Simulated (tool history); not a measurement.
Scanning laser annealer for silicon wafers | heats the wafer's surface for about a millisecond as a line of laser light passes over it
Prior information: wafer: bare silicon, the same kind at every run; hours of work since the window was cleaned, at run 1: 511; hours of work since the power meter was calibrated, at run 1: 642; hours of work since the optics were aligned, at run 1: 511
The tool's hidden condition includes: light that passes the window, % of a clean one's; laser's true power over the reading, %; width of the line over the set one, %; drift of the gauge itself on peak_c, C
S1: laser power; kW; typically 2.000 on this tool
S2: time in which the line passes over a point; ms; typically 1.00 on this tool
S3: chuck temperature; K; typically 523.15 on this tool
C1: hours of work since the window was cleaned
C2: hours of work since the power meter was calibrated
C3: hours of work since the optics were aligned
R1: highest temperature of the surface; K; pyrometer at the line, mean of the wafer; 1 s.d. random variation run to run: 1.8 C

run 1 day=0.000 | S1=2.000 S2=1.00 S3=523.15 | C1=511 C2=642 C3=511 | R1=1211.15
run 2 day=1.275 | S1=2.000 S2=1.00 S3=523.15 | C1=535 C2=666 C3=535 | R1=1211.15
run 3 day=2.112 | S1=2.000 S2=1.00 S3=523.15 | C1=550 C2=682 C3=550 | R1=1208.15
-- day=2.279 window over the wafer cleaned
run 4 day=2.967 | S1=2.000 S2=1.00 S3=523.15 | C1=13 C2=696 C3=565 | R1=1241.15
run 5 day=4.679 | S1=2.000 S2=1.00 S3=523.15 | C1=45 C2=728 C3=596 | R1=1235.15
run 6 day=6.171 | S1=2.000 S2=1.00 S3=523.15 | C1=72 C2=756 C3=624 | R1=1232.15
run 7 day=7.788 | S1=2.000 S2=1.00 S3=503.15 | C1=103 C2=786 C3=654 | R1=1211.15
run 8 day=9.208 | S1=2.000 S2=1.00 S3=503.15 | C1=129 C2=812 C3=681 | R1=1211.15
run 9 day=10.179 | S1=2.000 S2=1.00 S3=503.15 | C1=147 C2=830 C3=699 | R1=1208.15
run 10 day=11.967 | S1=1.746 S2=1.00 S3=523.15 | C1=180 C2=864 C3=732 | R1=1117.15
run 11 day=13.367 | S1=1.746 S2=1.00 S3=523.15 | C1=206 C2=890 C3=758 | R1=1116.15
run 12 day=14.742 | S1=2.000 S2=1.00 S3=523.15 | C1=232 C2=915 C3=784 | R1=1219.15
run 13 day=15.617 | S1=2.000 S2=1.00 S3=523.15 | C1=248 C2=932 C3=800 | R1=1217.15
run 14 day=17.017 | S1=1.869 S2=1.00 S3=523.15 | C1=274 C2=958 C3=826 | R1=1165.15
run 15 day=17.804 | S1=1.869 S2=1.00 S3=523.15 | C1=289 C2=972 C3=841 | R1=1161.15
run 16 day=18.758 | S1=2.000 S2=1.00 S3=525.15 | C1=307 C2=990 C3=858 | R1=1218.15
run 17 day=20.608 | S1=2.000 S2=1.00 S3=525.15 | C1=341 C2=1024 C3=893 | R1=1215.15
-- day=20.904 optics aligned, line set to its width
run 18 day=21.833 | S1=1.803 S2=1.04 S3=520.15 | C1=360 C2=1043 C3=17 | R1=1134.15
run 19 day=23.667 | S1=1.803 S2=1.04 S3=520.15 | C1=394 C2=1077 C3=51 | R1=1125.15
-- day=24.325 optics aligned, line set to its width, once more
run 20 day=25.333 | S1=1.762 S2=0.97 S3=533.15 | C1=421 C2=1105 C3=19 | R1=1122.15
run 21 day=26.142 | S1=1.987 S2=0.97 S3=512.15 | C1=436 C2=1120 C3=34 | R1=1192.15
run 22 day=27.758 | S1=1.787 S2=0.96 S3=523.15 | C1=466 C2=1150 C3=64 | R1=1114.15
run 23 day=29.283 | S1=2.050 S2=1.16 S3=547.15 | C1=495 C2=1178 C3=92 | R1=1325.15
run 24 day=30.742 | S1=2.050 S2=0.72 S3=537.15 | C1=522 C2=1205 C3=119 | R1=1129.15
run 25 day=31.508 | S1=2.103 S2=0.80 S3=537.15 | C1=536 C2=1220 C3=134 | R1=1184.15
-- day=32.425 window over the wafer cleaned
run 26 day=33.225 | S1=2.103 S2=1.18 S3=549.15 | C1=15 C2=1250 C3=164 | R1=1390.15
run 27 day=34.525 | S1=2.100 S2=0.81 S3=523.15 | C1=39 C2=1274 C3=188 | R1=1201.15
run 28 day=36.158 | S1=1.984 S2=1.03 S3=523.15 | C1=69 C2=1304 C3=219 | R1=1245.15
run 29 day=37.250 | S1=2.000 S2=1.16 S3=523.15 | C1=90 C2=1325 C3=239 | R1=1298.15
run 30 day=38.888 | S1=1.996 S2=0.72 S3=526.15 | C1=120 C2=1355 C3=269 | R1=1111.15
run 31 day=40.717 | S1=1.996 S2=0.72 S3=526.15 | C1=154 C2=1389 C3=303 | R1=1111.15
run 32 day=41.721 | S1=1.996 S2=0.72 S3=526.15 | C1=173 C2=1408 C3=322 | R1=1109.15
run 33 day=42.558 | S1=1.820 S2=0.87 S3=511.15 | C1=189 C2=1424 C3=338 | R1=1092.15
run 34 day=43.946 | S1=1.809 S2=0.71 S3=499.15 | C1=214 C2=1449 C3=364 | R1=1006.15

3 options for the next run, each taken on its own from the tool as it stands now. Forecast them:
run A day=45.375 | S1=1.775 S2=0.71 S3=499.15 | C1=241 C2=1476 C3=390 | R1=?
run B day=45.375 | S1=1.712 S2=1.02 S3=523.15 | C1=241 C2=1476 C3=390 | R1=?
run C day=45.375 | S1=1.809 S2=1.23 S3=560.15 | C1=241 C2=1476 C3=390 | R1=?

run=A R1=994.15
run=B R1=1107.15
run=C R1=1255.15
Without the tool's unlogged condition, the same runs would have read:
run=A R1=1014.15
run=B R1=1131.15
run=C R1=1283.15
